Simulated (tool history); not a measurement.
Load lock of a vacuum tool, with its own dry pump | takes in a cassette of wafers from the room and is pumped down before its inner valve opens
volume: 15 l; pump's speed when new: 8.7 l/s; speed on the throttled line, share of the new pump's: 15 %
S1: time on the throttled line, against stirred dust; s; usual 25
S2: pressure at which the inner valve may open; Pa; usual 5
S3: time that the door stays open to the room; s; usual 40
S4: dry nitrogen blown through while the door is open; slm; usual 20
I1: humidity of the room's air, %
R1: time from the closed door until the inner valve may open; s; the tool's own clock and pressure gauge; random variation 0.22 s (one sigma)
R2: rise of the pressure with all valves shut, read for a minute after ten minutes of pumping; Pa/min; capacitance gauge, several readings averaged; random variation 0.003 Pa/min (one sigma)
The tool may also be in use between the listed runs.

run	day	S1	S2	S3	S4	I1	R1	R2
1	0.000	25	5	40	20	40.6	40.9	0.108
2	11.508	25	5	40	20	49.9	41.6	0.136
3	28.692	16	5	40	20	43.1	34.2	0.152
4	42.817	25	5	40	22	47.3	41.2	0.178
5	54.362	25	5	40	22	44.5	41.4	0.191
6	63.608	25	5	40	22	44.6	40.7	0.219
7	71.579	25	5	40	22	43.4	41.6	0.233
8	82.921	25	5	40	20	48.1	41.5	0.261
9	98.950	25	5	97	20	46.8	41.8	0.319
10	106.554	25	5	171	20	45.6	41.6	0.354
11	117.071	25	5	40	25	45.8	41.9	0.335
12	129.450	25	5	40	20	50.1	42.0	0.381
13	137.379	25	5	39	20	40.3	42.4	0.399
14	148.046	25	5	61	20	46.3	41.7	0.428
15	156.517	25	5	61	20	47.2	42.0	0.474
16	165.208	25	5	26	20	47.5	42.4	0.482
17	180.992	25	5	26	20	42.3	42.4	0.521
18	193.546	25	5	26	20	43.7	42.6	0.566
19	202.796	25	5	26	20	45.2	42.3	0.597
# day 210.296: door's seal changed, seat wiped
20	214.046	25	5	66	20	46.9	42.2	0.032
21	230.292	23	6	107	19	45.9	40.3	0.060
22	238.138	25	5	51	23	42.4	42.6	0.048
23	252.338	27	5	51	23	46.0	44.2	0.062
24	261.821	27	8	120	23	42.2	43.2	0.079
25	276.854	25	5	208	37	44.9	43.2	0.110
26	289.271	25	4	208	37	45.8	43.9	0.130
27	299.379	25	4	208	37	48.0	43.0	0.149
28	308.996	13	8	40	20	44.1	32.1	0.141
29	319.083	12	5	40	20	47.5	32.8	0.163
# day 327.658: dry pump taken out, an overhauled one fitted
30	335.138	13	5	40	4	41.6	28.5	0.194
31	352.533	13	5	40	4	46.1	28.3	0.239
32	366.046	15	5	63	20	46.9	30.5	0.264
33	375.071	28	9	187	32	43.0	40.1	0.299
34	387.904	33	5	63	20	43.0	45.6	0.313
35	395.283	25	5	69	10	43.3	38.9	0.353
36	406.350	49	5	151	10	49.5	59.0	0.420

Forecast each of these 3 alternatives for the next run:
A	414.854	14	5	169	6	47.5	?	?
B	414.854	25	4	161	4	45.2	?	?
C	414.854	25	9	40	20	45.3	?	?

run	R1	R2
A	29.7	0.442
B	39.5	0.443
C	37.8	0.386
Without the tool's hidden state the same runs would have given:
run	R1	R2
A	29.2	0.085
B	39.1	0.088
C	37.5	0.028
